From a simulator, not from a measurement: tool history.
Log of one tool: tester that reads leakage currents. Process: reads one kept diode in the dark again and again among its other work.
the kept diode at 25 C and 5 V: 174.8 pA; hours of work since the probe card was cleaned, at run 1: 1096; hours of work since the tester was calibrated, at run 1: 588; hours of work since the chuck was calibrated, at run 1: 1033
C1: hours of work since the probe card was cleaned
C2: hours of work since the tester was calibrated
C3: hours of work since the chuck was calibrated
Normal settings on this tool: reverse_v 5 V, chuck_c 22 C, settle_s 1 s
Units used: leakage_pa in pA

{"run": 1, "hour": 0.0, "reverse_v": 5, "chuck_c": 22, "settle_s": 1, "C1": 1096, "C2": 588, "C3": 1033, "leakage_pa": 129.88}
{"run": 2, "hour": 17.6, "reverse_v": 5, "chuck_c": 22, "settle_s": 1, "C1": 1106, "C2": 598, "C3": 1043, "leakage_pa": 129.51}
{"run": 3, "hour": 48.9, "reverse_v": 5, "chuck_c": 22, "settle_s": 1, "C1": 1122, "C2": 614, "C3": 1060, "leakage_pa": 129.25}
{"run": 4, "hour": 68.9, "reverse_v": 5, "chuck_c": 22, "settle_s": 1, "C1": 1133, "C2": 625, "C3": 1070, "leakage_pa": 128.71}
{"run": 5, "hour": 88.7, "reverse_v": 5.32, "chuck_c": 22, "settle_s": 1, "C1": 1144, "C2": 636, "C3": 1081, "leakage_pa": 130.53}
{"run": 6, "hour": 118.7, "reverse_v": 5.32, "chuck_c": 37, "settle_s": 1, "C1": 1160, "C2": 652, "C3": 1097, "leakage_pa": 429.24}
{"run": 7, "hour": 140.9, "reverse_v": 5.32, "chuck_c": 37, "settle_s": 1, "C1": 1172, "C2": 664, "C3": 1109, "leakage_pa": 426.97}
{"run": 8, "hour": 168.0, "reverse_v": 5, "chuck_c": 22, "settle_s": 1, "C1": 1186, "C2": 678, "C3": 1123, "leakage_pa": 128.34}
{"run": 9, "hour": 200.2, "reverse_v": 1.72, "chuck_c": 22, "settle_s": 1, "C1": 1203, "C2": 695, "C3": 1141, "leakage_pa": 91.84}
{"run": 10, "hour": 218.0, "reverse_v": 1.72, "chuck_c": 22, "settle_s": 1, "C1": 1213, "C2": 705, "C3": 1150, "leakage_pa": 92.03}
{"run": 11, "hour": 236.3, "reverse_v": 5, "chuck_c": 22, "settle_s": 0.51, "C1": 1223, "C2": 715, "C3": 1160, "leakage_pa": 129.43}
{"run": 12, "hour": 261.0, "reverse_v": 5, "chuck_c": 22, "settle_s": 0.51, "C1": 1236, "C2": 728, "C3": 1173, "leakage_pa": 129.37}
{"run": 13, "hour": 288.4, "reverse_v": 5, "chuck_c": 22, "settle_s": 0.51, "C1": 1251, "C2": 743, "C3": 1188, "leakage_pa": 129.09}
{"run": 14, "hour": 314.3, "reverse_v": 5, "chuck_c": 22, "settle_s": 0.51, "C1": 1264, "C2": 756, "C3": 1202, "leakage_pa": 129.1}
{"run": 15, "hour": 328.2, "reverse_v": 1.31, "chuck_c": 37, "settle_s": 8.33, "C1": 1272, "C2": 764, "C3": 1209, "leakage_pa": 277.05}
{"run": 16, "hour": 345.0, "reverse_v": 1.31, "chuck_c": 37, "settle_s": 8.33, "C1": 1281, "C2": 773, "C3": 1218, "leakage_pa": 276.09}
{"run": 17, "hour": 362.9, "reverse_v": 13.69, "chuck_c": 22, "settle_s": 1.2, "C1": 1290, "C2": 782, "C3": 1228, "leakage_pa": 177}
{"run": 18, "hour": 392.8, "reverse_v": 1.06, "chuck_c": 22, "settle_s": 1.2, "C1": 1306, "C2": 798, "C3": 1244, "leakage_pa": 78.13}
{"run": 19, "hour": 425.0, "reverse_v": 1.06, "chuck_c": 22, "settle_s": 1.2, "C1": 1324, "C2": 816, "C3": 1261, "leakage_pa": 78.44}
{"run": 20, "hour": 451.4, "reverse_v": 1.06, "chuck_c": 22, "settle_s": 1.2, "C1": 1338, "C2": 830, "C3": 1275, "leakage_pa": 77.85}
{"run": 21, "hour": 478.4, "reverse_v": 1.06, "chuck_c": 22, "settle_s": 0.52, "C1": 1352, "C2": 844, "C3": 1289, "leakage_pa": 78.28}
{"run": 22, "hour": 498.1, "reverse_v": 1.06, "chuck_c": 22, "settle_s": 0.52, "C1": 1363, "C2": 855, "C3": 1300, "leakage_pa": 78.08}
{"run": 23, "hour": 521.4, "reverse_v": 14.36, "chuck_c": 35, "settle_s": 5.3, "C1": 1375, "C2": 867, "C3": 1312, "leakage_pa": 493.26}
{"run": 24, "hour": 534.5, "reverse_v": 18.82, "chuck_c": 25, "settle_s": 0.68, "C1": 1382, "C2": 874, "C3": 1319, "leakage_pa": 251.95}
{"run": 25, "hour": 550.0, "reverse_v": 5, "chuck_c": 32, "settle_s": 0.94, "C1": 1391, "C2": 883, "C3": 1328, "leakage_pa": 280.6}
{"run": 26, "hour": 578.0, "reverse_v": 1.18, "chuck_c": 34, "settle_s": 0.49, "C1": 1406, "C2": 898, "C3": 1343, "leakage_pa": 211.06}
{"run": 27, "hour": 607.3, "reverse_v": 7.51, "chuck_c": 34, "settle_s": 0.49, "C1": 1421, "C2": 913, "C3": 1358, "leakage_pa": 374.61}
{"run": 28, "hour": 627.2, "reverse_v": 7.51, "chuck_c": 34, "settle_s": 0.49, "C1": 1432, "C2": 924, "C3": 1369, "leakage_pa": 373.78}

Some steps in leakage_pa, run to run, broken into two amounts with sign: the step expected even without the hidden condition (settings, incoming material, random variation), and the rest, left for the hidden condition together with whatever gauge scatter is not in both the measured and the hidden-condition-free result:
The tool's hidden condition here consists of: stray current of the dirty probe card, pA a volt; current scale over the true one, %; true chuck temperature over the reading, C; drift of the gauge itself on leakage_pa, %.
Run 5 -> 6: chuck_c 22 -> 37. leakage_pa +298.71 pA: hidden state -21.78, all else +320.49.
Run 22 -> 23: reverse_v 1.06 -> 14.36, chuck_c 22 -> 35, settle_s 0.52 -> 5.3. leakage_pa +415.18 pA: hidden state -32.55, all else +447.73.
Run 23 -> 24: reverse_v 14.36 -> 18.82, chuck_c 35 -> 25, settle_s 5.3 -> 0.68. leakage_pa -241.31 pA: hidden state +23.51, all else -264.82.
